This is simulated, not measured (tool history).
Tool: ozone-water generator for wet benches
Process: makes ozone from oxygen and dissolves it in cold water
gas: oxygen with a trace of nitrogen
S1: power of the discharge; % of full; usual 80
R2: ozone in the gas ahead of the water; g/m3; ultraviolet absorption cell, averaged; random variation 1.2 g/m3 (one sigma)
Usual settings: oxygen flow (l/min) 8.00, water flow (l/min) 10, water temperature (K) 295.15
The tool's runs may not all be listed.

{"run": 1, "hour": 0.0, "S1": 80, "oxygen flow (l/min)": 8.0, "water flow (l/min)": 10, "water temperature (K)": 295.15, "dissolved ozone (ppm)": 27.7, "R2": 210.2}
{"run": 2, "hour": 69.5, "S1": 80, "oxygen flow (l/min)": 8.0, "water flow (l/min)": 10, "water temperature (K)": 295.15, "dissolved ozone (ppm)": 27.7, "R2": 211.0}
{"run": 3, "hour": 107.6, "S1": 80, "oxygen flow (l/min)": 8.0, "water flow (l/min)": 10, "water temperature (K)": 295.15, "dissolved ozone (ppm)": 27.8, "R2": 210.3}
{"run": 4, "hour": 180.9, "S1": 91, "oxygen flow (l/min)": 8.0, "water flow (l/min)": 10, "water temperature (K)": 295.15, "dissolved ozone (ppm)": 30.3, "R2": 234.1}
{"run": 5, "hour": 220.6, "S1": 80, "oxygen flow (l/min)": 8.0, "water flow (l/min)": 9, "water temperature (K)": 295.15, "dissolved ozone (ppm)": 29.1, "R2": 211.2}
{"run": 6, "hour": 275.4, "S1": 80, "oxygen flow (l/min)": 8.0, "water flow (l/min)": 9, "water temperature (K)": 295.15, "dissolved ozone (ppm)": 28.9, "R2": 211.4}
{"run": 7, "hour": 325.2, "S1": 80, "oxygen flow (l/min)": 8.0, "water flow (l/min)": 9, "water temperature (K)": 295.15, "dissolved ozone (ppm)": 29.2, "R2": 212.1}
{"run": 8, "hour": 400.2, "S1": 80, "oxygen flow (l/min)": 8.0, "water flow (l/min)": 9, "water temperature (K)": 295.15, "dissolved ozone (ppm)": 28.7, "R2": 211.4}
{"run": 9, "hour": 434.0, "S1": 80, "oxygen flow (l/min)": 8.0, "water flow (l/min)": 10, "water temperature (K)": 295.15, "dissolved ozone (ppm)": 27.5, "R2": 211.7}
{"run": 10, "hour": 476.1, "S1": 80, "oxygen flow (l/min)": 8.0, "water flow (l/min)": 10, "water temperature (K)": 295.15, "dissolved ozone (ppm)": 27.2, "R2": 211.1}
{"hour": 483.5, "done": "water thermometer calibrated"}
{"run": 11, "hour": 522.2, "S1": 41, "oxygen flow (l/min)": 8.0, "water flow (l/min)": 10, "water temperature (K)": 295.15, "dissolved ozone (ppm)": 16.6, "R2": 128.4}
{"run": 12, "hour": 581.1, "S1": 80, "oxygen flow (l/min)": 8.0, "water flow (l/min)": 10, "water temperature (K)": 297.15, "dissolved ozone (ppm)": 25.9, "R2": 208.7}
{"run": 13, "hour": 653.7, "S1": 80, "oxygen flow (l/min)": 8.0, "water flow (l/min)": 10, "water temperature (K)": 295.15, "dissolved ozone (ppm)": 27.4, "R2": 211.6}
{"run": 14, "hour": 691.5, "S1": 80, "oxygen flow (l/min)": 8.0, "water flow (l/min)": 10, "water temperature (K)": 295.15, "dissolved ozone (ppm)": 27.3, "R2": 210.4}
{"run": 15, "hour": 766.4, "S1": 80, "oxygen flow (l/min)": 8.0, "water flow (l/min)": 10, "water temperature (K)": 295.15, "dissolved ozone (ppm)": 26.8, "R2": 209.3}
{"run": 16, "hour": 810.8, "S1": 46, "oxygen flow (l/min)": 8.0, "water flow (l/min)": 10, "water temperature (K)": 295.15, "dissolved ozone (ppm)": 17.9, "R2": 141.1}
{"run": 17, "hour": 850.8, "S1": 45, "oxygen flow (l/min)": 8.0, "water flow (l/min)": 10, "water temperature (K)": 295.15, "dissolved ozone (ppm)": 17.7, "R2": 137.4}
{"hour": 918.9, "done": "water thermometer calibrated, once more"}
{"run": 18, "hour": 918.9, "S1": 45, "oxygen flow (l/min)": 8.0, "water flow (l/min)": 10, "water temperature (K)": 295.15, "dissolved ozone (ppm)": 17.6, "R2": 138.0}
{"run": 19, "hour": 955.2, "S1": 45, "oxygen flow (l/min)": 8.0, "water flow (l/min)": 16, "water temperature (K)": 288.15, "dissolved ozone (ppm)": 15.4, "R2": 137.3}
{"run": 20, "hour": 1002.3, "S1": 45, "oxygen flow (l/min)": 8.0, "water flow (l/min)": 16, "water temperature (K)": 288.15, "dissolved ozone (ppm)": 15.3, "R2": 137.5}
{"run": 21, "hour": 1040.1, "S1": 45, "oxygen flow (l/min)": 8.0, "water flow (l/min)": 16, "water temperature (K)": 288.15, "dissolved ozone (ppm)": 15.4, "R2": 138.0}
{"run": 22, "hour": 1100.1, "S1": 45, "oxygen flow (l/min)": 8.0, "water flow (l/min)": 8, "water temperature (K)": 293.15, "dissolved ozone (ppm)": 21.4, "R2": 137.8}
{"run": 23, "hour": 1163.8, "S1": 46, "oxygen flow (l/min)": 5.26, "water flow (l/min)": 11, "water temperature (K)": 298.15, "dissolved ozone (ppm)": 17.9, "R2": 178.3}
{"run": 24, "hour": 1232.9, "S1": 62, "oxygen flow (l/min)": 5.71, "water flow (l/min)": 9, "water temperature (K)": 298.15, "dissolved ozone (ppm)": 24.6, "R2": 211.7}
{"run": 25, "hour": 1289.5, "S1": 67, "oxygen flow (l/min)": 10.03, "water flow (l/min)": 8, "water temperature (K)": 298.15, "dissolved ozone (ppm)": 22.6, "R2": 161.7}
{"run": 26, "hour": 1352.1, "S1": 80, "oxygen flow (l/min)": 8.0, "water flow (l/min)": 13, "water temperature (K)": 302.15, "dissolved ozone (ppm)": 19.8, "R2": 207.9}
{"run": 27, "hour": 1426.0, "S1": 58, "oxygen flow (l/min)": 9.41, "water flow (l/min)": 9, "water temperature (K)": 294.15, "dissolved ozone (ppm)": 21.8, "R2": 148.8}
{"run": 28, "hour": 1496.0, "S1": 58, "oxygen flow (l/min)": 9.41, "water flow (l/min)": 8, "water temperature (K)": 294.15, "dissolved ozone (ppm)": 23.1, "R2": 148.3}
{"run": 29, "hour": 1536.9, "S1": 58, "oxygen flow (l/min)": 9.41, "water flow (l/min)": 8, "water temperature (K)": 294.15, "dissolved ozone (ppm)": 23.0, "R2": 150.1}
{"run": 30, "hour": 1607.1, "S1": 81, "oxygen flow (l/min)": 9.8, "water flow (l/min)": 10, "water temperature (K)": 295.15, "dissolved ozone (ppm)": 25.3, "R2": 185.7}
{"run": 31, "hour": 1649.8, "S1": 81, "oxygen flow (l/min)": 9.8, "water flow (l/min)": 10, "water temperature (K)": 295.15, "dissolved ozone (ppm)": 25.4, "R2": 185.3}
{"run": 32, "hour": 1704.5, "S1": 81, "oxygen flow (l/min)": 5.84, "water flow (l/min)": 9, "water temperature (K)": 293.15, "dissolved ozone (ppm)": 33.7, "R2": 251.5}
{"run": 33, "hour": 1754.2, "S1": 81, "oxygen flow (l/min)": 5.84, "water flow (l/min)": 9, "water temperature (K)": 293.15, "dissolved ozone (ppm)": 33.0, "R2": 253.5}

Forecast each of these 3 alternatives for the next run:
{"run": "A", "hour": 1800.4, "S1": 80, "oxygen flow (l/min)": 6.53, "water flow (l/min)": 13, "water temperature (K)": 299.15, "dissolved ozone (ppm)": "?", "R2": "?"}
{"run": "B", "hour": 1800.4, "S1": 50, "oxygen flow (l/min)": 4.4, "water flow (l/min)": 10, "water temperature (K)": 292.15, "dissolved ozone (ppm)": "?", "R2": "?"}
{"run": "C", "hour": 1800.4, "S1": 89, "oxygen flow (l/min)": 5.84, "water flow (l/min)": 9, "water temperature (K)": 293.15, "dissolved ozone (ppm)": "?", "R2": "?"}

run=A dissolved_ozone_(ppm)=22.2 R2=234.3
run=B dissolved_ozone_(ppm)=23.5 R2=210.3
run=C dissolved_ozone_(ppm)=35.4 R2=271.7
Without the tool's hidden state the same runs would have given:
run=A dissolved_ozone_(ppm)=24.0 R2=243.4
run=B dissolved_ozone_(ppm)=24.9 R2=215.9
run=C dissolved_ozone_(ppm)=38.1 R2=283.0
